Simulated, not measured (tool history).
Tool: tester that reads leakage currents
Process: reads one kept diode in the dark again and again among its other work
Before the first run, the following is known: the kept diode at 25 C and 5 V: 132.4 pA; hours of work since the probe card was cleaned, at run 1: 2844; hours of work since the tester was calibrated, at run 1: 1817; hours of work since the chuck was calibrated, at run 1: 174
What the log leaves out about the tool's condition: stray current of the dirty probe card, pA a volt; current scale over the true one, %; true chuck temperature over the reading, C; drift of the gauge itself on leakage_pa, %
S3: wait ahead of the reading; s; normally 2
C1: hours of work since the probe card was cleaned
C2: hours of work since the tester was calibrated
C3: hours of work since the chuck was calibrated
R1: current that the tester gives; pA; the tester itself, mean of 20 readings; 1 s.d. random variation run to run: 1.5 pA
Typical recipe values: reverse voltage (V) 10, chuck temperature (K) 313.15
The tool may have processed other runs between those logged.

run 1 hour=0 | reverse_voltage_(V)=10 chuck_temperature_(K)=313.15 S3=2 | C1=2844 C2=1817 C3=174 | R1=515.55
-- hour=76.1 probe card cleaned and baked
run 2 hour=93.3 | reverse_voltage_(V)=10 chuck_temperature_(K)=313.15 S3=2 | C1=10 C2=1869 C3=226 | R1=508.05
run 3 hour=165 | reverse_voltage_(V)=10 chuck_temperature_(K)=313.15 S3=2 | C1=51 C2=1910 C3=267 | R1=509.12
run 4 hour=316 | reverse_voltage_(V)=10 chuck_temperature_(K)=313.15 S3=2 | C1=138 C2=1997 C3=354 | R1=510.13
run 5 hour=401.9 | reverse_voltage_(V)=10 chuck_temperature_(K)=313.15 S3=2 | C1=188 C2=2047 C3=404 | R1=509.02
run 6 hour=506.4 | reverse_voltage_(V)=10 chuck_temperature_(K)=313.15 S3=2 | C1=248 C2=2107 C3=464 | R1=509.38
run 7 hour=656.5 | reverse_voltage_(V)=1.3 chuck_temperature_(K)=313.15 S3=2 | C1=334 C2=2193 C3=551 | R1=252.33
run 8 hour=799 | reverse_voltage_(V)=1.3 chuck_temperature_(K)=313.15 S3=2 | C1=416 C2=2275 C3=633 | R1=251.73
run 9 hour=866.2 | reverse_voltage_(V)=1.3 chuck_temperature_(K)=313.15 S3=2 | C1=455 C2=2314 C3=671 | R1=252.52
run 10 hour=973.2 | reverse_voltage_(V)=1.3 chuck_temperature_(K)=313.15 S3=2 | C1=517 C2=2376 C3=733 | R1=253.32
run 11 hour=1070.7 | reverse_voltage_(V)=10.7 chuck_temperature_(K)=303.15 S3=2 | C1=573 C2=2432 C3=789 | R1=260.08
run 12 hour=1170.4 | reverse_voltage_(V)=10.7 chuck_temperature_(K)=303.15 S3=2 | C1=630 C2=2489 C3=847 | R1=260
-- hour=1182.9 chuck's temperature calibrated
run 13 hour=1259.2 | reverse_voltage_(V)=10.7 chuck_temperature_(K)=303.15 S3=7.62 | C1=680 C2=2539 C3=44 | R1=263.19
run 14 hour=1339.8 | reverse_voltage_(V)=2.3 chuck_temperature_(K)=311.15 S3=1.54 | C1=727 C2=2586 C3=90 | R1=270.93
run 15 hour=1492.6 | reverse_voltage_(V)=4.6 chuck_temperature_(K)=299.15 S3=2.46 | C1=815 C2=2674 C3=178 | R1=146.24
run 16 hour=1557.4 | reverse_voltage_(V)=4.6 chuck_temperature_(K)=299.15 S3=1.12 | C1=852 C2=2711 C3=216 | R1=146.54
run 17 hour=1635.8 | reverse_voltage_(V)=4.4 chuck_temperature_(K)=313.15 S3=2 | C1=897 C2=2756 C3=261 | R1=394.7
run 18 hour=1745.4 | reverse_voltage_(V)=4.4 chuck_temperature_(K)=305.15 S3=0.71 | C1=960 C2=2819 C3=324 | R1=226.31
run 19 hour=1874.3 | reverse_voltage_(V)=4.4 chuck_temperature_(K)=305.15 S3=0.71 | C1=1035 C2=2894 C3=398 | R1=226.98

3 ways to go on from here, each from the tool as it stands after run 19. What would each give?
-- hour=1974.8 chuck's temperature calibrated, once more
run A hour=1991.3 | reverse_voltage_(V)=8.4 chuck_temperature_(K)=317.15 S3=0.71 | C1=1101 C2=2960 C3=10 | R1=?
-- hour=1974.8 chuck's temperature calibrated, once more
run B hour=1991.3 | reverse_voltage_(V)=4.4 chuck_temperature_(K)=305.15 S3=2.39 | C1=1101 C2=2960 C3=10 | R1=?
-- hour=1974.8 chuck's temperature calibrated, once more
run C hour=1991.3 | reverse_voltage_(V)=3.4 chuck_temperature_(K)=322.15 S3=4.11 | C1=1101 C2=2960 C3=10 | R1=?

run=A R1=630.6
run=B R1=217.21
run=C R1=636.83
With no hidden state in the tool, these same runs would have given:
run=A R1=627.54
run=B R1=215.63
run=C R1=635.26
